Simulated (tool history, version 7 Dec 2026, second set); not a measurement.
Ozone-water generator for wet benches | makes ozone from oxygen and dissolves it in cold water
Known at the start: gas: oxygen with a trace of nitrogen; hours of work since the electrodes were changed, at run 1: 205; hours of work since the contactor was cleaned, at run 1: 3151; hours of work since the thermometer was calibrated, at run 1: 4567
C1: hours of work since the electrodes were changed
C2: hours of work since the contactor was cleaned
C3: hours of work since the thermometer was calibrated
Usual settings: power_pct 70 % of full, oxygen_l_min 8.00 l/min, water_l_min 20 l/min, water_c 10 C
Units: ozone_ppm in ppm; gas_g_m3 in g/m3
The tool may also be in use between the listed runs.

Run 1, hour 0.0: usual settings; C1 205; C2 3151; C3 4567. Result: ozone_ppm 22.5 ppm, gas_g_m3 179.5 g/m3.
Run 2, hour 35.0: usual settings; C1 237; C2 3183; C3 4599. Result: ozone_ppm 22.3 ppm, gas_g_m3 180.4 g/m3.
Run 3, hour 51.1: usual settings; C1 252; C2 3198; C3 4614. Result: ozone_ppm 21.8 ppm, gas_g_m3 180.8 g/m3.
Run 4, hour 69.1: usual settings; C1 269; C2 3214; C3 4631. Result: ozone_ppm 21.8 ppm, gas_g_m3 179.9 g/m3.
Run 5, hour 103.8: usual settings; C1 301; C2 3246; C3 4663. Result: ozone_ppm 22.0 ppm, gas_g_m3 180.0 g/m3.
Run 6, hour 128.4: usual settings; C1 323; C2 3269; C3 4686. Result: ozone_ppm 22.1 ppm, gas_g_m3 181.6 g/m3.
Run 7, hour 158.3: usual settings; C1 351; C2 3297; C3 4713. Result: ozone_ppm 22.2 ppm, gas_g_m3 179.7 g/m3.
Run 8, hour 179.7: usual settings; C1 371; C2 3317; C3 4733. Result: ozone_ppm 21.7 ppm, gas_g_m3 180.2 g/m3.
Run 9, hour 199.9: usual settings; C1 389; C2 3335; C3 4751. Result: ozone_ppm 22.2 ppm, gas_g_m3 179.1 g/m3.
Run 10, hour 232.2: usual settings; C1 419; C2 3365; C3 4781. Result: ozone_ppm 22.1 ppm, gas_g_m3 180.4 g/m3.
Run 11, hour 255.8: usual settings but water_l_min 21 l/min; C1 441; C2 3387; C3 4803. Result: ozone_ppm 21.0 ppm, gas_g_m3 179.1 g/m3.
Run 12, hour 294.9: usual settings; C1 477; C2 3423; C3 4839. Result: ozone_ppm 21.9 ppm, gas_g_m3 178.0 g/m3.
Run 13, hour 311.4: usual settings; C1 492; C2 3438; C3 4854. Result: ozone_ppm 21.9 ppm, gas_g_m3 180.7 g/m3.
Run 14, hour 347.1: usual settings; C1 525; C2 3471; C3 4887. Result: ozone_ppm 21.8 ppm, gas_g_m3 178.0 g/m3.
Run 15, hour 366.6: usual settings; C1 543; C2 3489; C3 4905. Result: ozone_ppm 21.6 ppm, gas_g_m3 179.6 g/m3.
At hour 385.5: water thermometer calibrated.
Run 16, hour 385.7: usual settings; C1 560; C2 3506; C3 0. Result: ozone_ppm 21.5 ppm, gas_g_m3 178.0 g/m3.
Run 17, hour 404.7: usual settings but power_pct 81 % of full, oxygen_l_min 4.47 l/min, water_l_min 14 l/min; C1 577; C2 3523; C3 18. Result: ozone_ppm 33.2 ppm, gas_g_m3 277.8 g/m3.
Run 18, hour 427.3: usual settings but power_pct 64 % of full, oxygen_l_min 8.73 l/min, water_c 6 C; C1 598; C2 3544; C3 39. Result: ozone_ppm 21.7 ppm, gas_g_m3 161.0 g/m3.
Run 19, hour 444.2: usual settings but power_pct 46 % of full, oxygen_l_min 12.27 l/min, water_c 6 C; C1 614; C2 3560; C3 54. Result: ozone_ppm 17.2 ppm, gas_g_m3 106.3 g/m3.
Run 20, hour 470.6: usual settings but power_pct 96 % of full, oxygen_l_min 4.47 l/min, water_c 6 C; C1 638; C2 3584; C3 78. Result: ozone_ppm 27.9 ppm, gas_g_m3 304.8 g/m3.
Run 21, hour 501.0: usual settings but power_pct 96 % of full, oxygen_l_min 4.47 l/min, water_c 6 C; C1 666; C2 3612; C3 106. Result: ozone_ppm 27.6 ppm, gas_g_m3 306.8 g/m3.
Run 22, hour 531.5: usual settings but power_pct 78 % of full, water_l_min 12 l/min, water_c 15 C; C1 694; C2 3640; C3 135. Result: ozone_ppm 29.9 ppm, gas_g_m3 190.3 g/m3.
Run 23, hour 567.5: usual settings but power_pct 78 % of full, water_l_min 12 l/min, water_c 15 C; C1 728; C2 3674; C3 168. Result: ozone_ppm 30.0 ppm, gas_g_m3 190.4 g/m3.
Run 24, hour 598.8: usual settings but power_pct 78 % of full, water_l_min 12 l/min, water_c 15 C; C1 756; C2 3702; C3 197. Result: ozone_ppm 30.0 ppm, gas_g_m3 188.5 g/m3.
At hour 619.1: water thermometer calibrated, once more.
Run 25, hour 639.1: usual settings but power_pct 78 % of full, water_l_min 23 l/min, water_c 15 C; C1 793; C2 3739; C3 18. Result: ozone_ppm 19.2 ppm, gas_g_m3 187.8 g/m3.

4 ways to go on from here, each from the tool as it stands after run 25. What would each give?
Run A, hour 662.4: usual settings but power_pct 60 % of full, oxygen_l_min 8.61 l/min, water_l_min 15 l/min; C1 815; C2 3761; C3 40. Result: ozone_ppm ?, gas_g_m3 ?.
Run B, hour 662.4: usual settings but power_pct 78 % of full, oxygen_l_min 5.31 l/min, water_l_min 29 l/min, water_c 13 C; C1 815; C2 3761; C3 40. Result: ozone_ppm ?, gas_g_m3 ?.
Run C, hour 662.4: usual settings but power_pct 45 % of full, oxygen_l_min 8.85 l/min, water_l_min 30 l/min; C1 815; C2 3761; C3 40. Result: ozone_ppm ?, gas_g_m3 ?.
Run D, hour 662.4: usual settings but power_pct 79 % of full, oxygen_l_min 6.10 l/min, water_c 15 C; C1 815; C2 3761; C3 40. Result: ozone_ppm ?, gas_g_m3 ?.

run  ozone_ppm  gas_g_m3
  A       24.8     154.5
  B       16.1     244.5
  C       11.9     130.2
  D       22.1     223.8
Without the tool's hidden state the same runs would have given:
run  ozone_ppm  gas_g_m3
  A       26.5     159.1
  B       17.4     253.0
  C       12.7     133.4
  D       23.8     231.7
